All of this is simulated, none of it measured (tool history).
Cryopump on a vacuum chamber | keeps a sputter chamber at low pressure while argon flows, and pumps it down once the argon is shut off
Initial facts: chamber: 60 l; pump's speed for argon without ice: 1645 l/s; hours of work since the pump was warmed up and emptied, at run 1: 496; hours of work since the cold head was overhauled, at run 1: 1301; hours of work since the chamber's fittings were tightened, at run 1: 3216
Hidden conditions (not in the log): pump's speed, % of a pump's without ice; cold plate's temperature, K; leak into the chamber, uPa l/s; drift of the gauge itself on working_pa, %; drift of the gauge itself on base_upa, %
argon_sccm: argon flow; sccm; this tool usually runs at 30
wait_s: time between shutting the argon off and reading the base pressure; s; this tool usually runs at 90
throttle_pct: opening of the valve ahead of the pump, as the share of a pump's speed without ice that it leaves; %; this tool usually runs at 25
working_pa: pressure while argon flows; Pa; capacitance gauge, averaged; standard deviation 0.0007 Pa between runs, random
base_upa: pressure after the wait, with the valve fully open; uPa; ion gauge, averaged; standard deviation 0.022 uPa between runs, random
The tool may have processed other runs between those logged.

run,hour,argon_sccm,wait_s,throttle_pct,hours of work since the pump was warmed up and emptied,hours of work since the cold head was overhauled,hours of work since the chamber's fittings were tightened,working_pa,base_upa
1,0,30,90,25,496,1301,3216,0.1329,3.32
2,40.9,30,79,25,516,1321,3236,0.1328,3.42
3,73.6,30,79,25,532,1337,3252,0.1343,3.44
4,126.2,30,90,21,558,1362,3278,0.1582,3.44
5,189.9,30,27,25,589,1394,3309,0.1347,4.7
6,223.8,30,90,25,605,1410,3326,0.1333,3.65
7,260.6,30,90,25,623,1428,3343,0.1349,3.57
8,297.4,30,90,25,641,1446,3361,0.1359,3.65
9,348.4,30,90,25,666,1471,3386,0.1361,3.78
10,404.3,17,90,25,693,1498,3414,0.0778,3.86
11,446.5,17,90,25,714,1519,3434,0.0774,3.89
12,491.9,17,90,25,736,1541,3456,0.0781,3.99
13,522.3,17,90,25,751,1556,3471,0.0783,4.04
# hour 550.5: leaking fittings of the chamber tightened, without venting
14,591.7,17,90,25,784,1589,20,0.0788,0.84
15,631.8,17,90,25,804,1608,40,0.0797,0.87
# hour 642.3: pump warmed up, emptied and cooled again
16,680.8,30,90,25,19,1630,61,0.1246,0.72
17,729.7,30,90,25,43,1654,85,0.1248,0.79
18,758.2,30,59,25,57,1668,99,0.1245,1.06
19,816.2,30,61,26,85,1696,127,0.1205,1.01
20,879.1,30,61,26,116,1727,158,0.12,1.04
21,948.9,13,58,21,150,1761,192,0.0654,1.12
22,994.6,13,56,21,172,1783,215,0.0648,1.2
23,1058.8,13,56,21,203,1815,246,0.0643,1.2
24,1120.3,32,60,25,234,1845,276,0.1375,1.18
25,1186.2,30,68,25,266,1877,308,0.1274,1.15
26,1216.8,44,29,25,281,1892,323,0.189,2.01
27,1273.7,31,29,29,308,1920,351,0.1154,2.07
28,1339,15,88,25,340,1952,383,0.0647,1.04
29,1398.3,15,88,25,369,1980,412,0.0647,1.08
30,1440.2,39,47,16,390,2001,432,0.2587,1.59
31,1470.3,39,47,16,405,2016,447,0.2597,1.52
32,1532,39,47,16,435,2046,477,0.2601,1.58
33,1599.4,39,47,16,468,2079,510,0.2595,1.6

3 ways to go on from here, each from the tool as it stands after run 33. What would each give?
A,1646.4,39,180,27,491,2102,533,?,?
B,1646.4,30,192,25,491,2102,533,?,?
C,1646.4,51,47,27,491,2102,533,?,?

run,working_pa,base_upa
A,0.159,0.95
B,0.1319,0.93
C,0.209,1.64
With no hidden state in the tool, these same runs would have given:
run,working_pa,base_upa
A,0.148,0.44
B,0.1234,0.41
C,0.1945,1.12
